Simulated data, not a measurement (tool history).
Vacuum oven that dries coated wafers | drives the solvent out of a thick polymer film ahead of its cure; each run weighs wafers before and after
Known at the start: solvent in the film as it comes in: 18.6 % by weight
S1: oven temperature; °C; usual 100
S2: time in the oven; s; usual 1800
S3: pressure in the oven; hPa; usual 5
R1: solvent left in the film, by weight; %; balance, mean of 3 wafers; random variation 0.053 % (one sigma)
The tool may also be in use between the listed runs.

| run | hour | S1 | S2 | S3 | R1 |
|---|---|---|---|---|---|
| 1 | 0 | 100 | 1800 | 5 | 4.34 |
| 2 | 21.4 | 103 | 1800 | 5 | 3.55 |
| 3 | 47.7 | 100 | 1800 | 5 | 4.42 |
| 4 | 64.7 | 100 | 1800 | 14.81 | 4.86 |
| 5 | 98.3 | 100 | 1800 | 14.81 | 4.88 |
|  | 121.4 | oven's thermocouples calibrated |
| 6 | 124.5 | 100 | 1800 | 4.28 | 4.37 |
| 7 | 145.8 | 100 | 1800 | 4.28 | 4.33 |
| 8 | 171.4 | 97 | 2760 | 5.08 | 3.09 |
| 9 | 196.1 | 97 | 1860 | 5.08 | 5.1 |
| 10 | 228 | 97 | 1860 | 5.08 | 5.11 |
| 11 | 243.3 | 98 | 2700 | 9.7 | 3.28 |
| 12 | 270.3 | 100 | 1800 | 12.81 | 4.77 |

5 ways to go on from here, each from the tool as it stands after run 12. What would each give?
| A | 294 | 94 | 3180 | 16.64 | ? |
| B | 294 | 111 | 1800 | 15.6 | ? |
| C | 294 | 102 | 2820 | 12.81 | ? |
| D | 294 | 97 | 1800 | 5 | ? |
| E | 294 | 110 | 1800 | 5 | ? |

| run | R1 |
|---|---|
| A | 4.22 |
| B | 2.05 |
| C | 2.32 |
| D | 5.22 |
| E | 1.78 |
Without the tool's hidden state the same runs would have given:
| run | R1 |
|---|---|
| A | 4.21 |
| B | 2.04 |
| C | 2.32 |
| D | 5.22 |
| E | 1.78 |
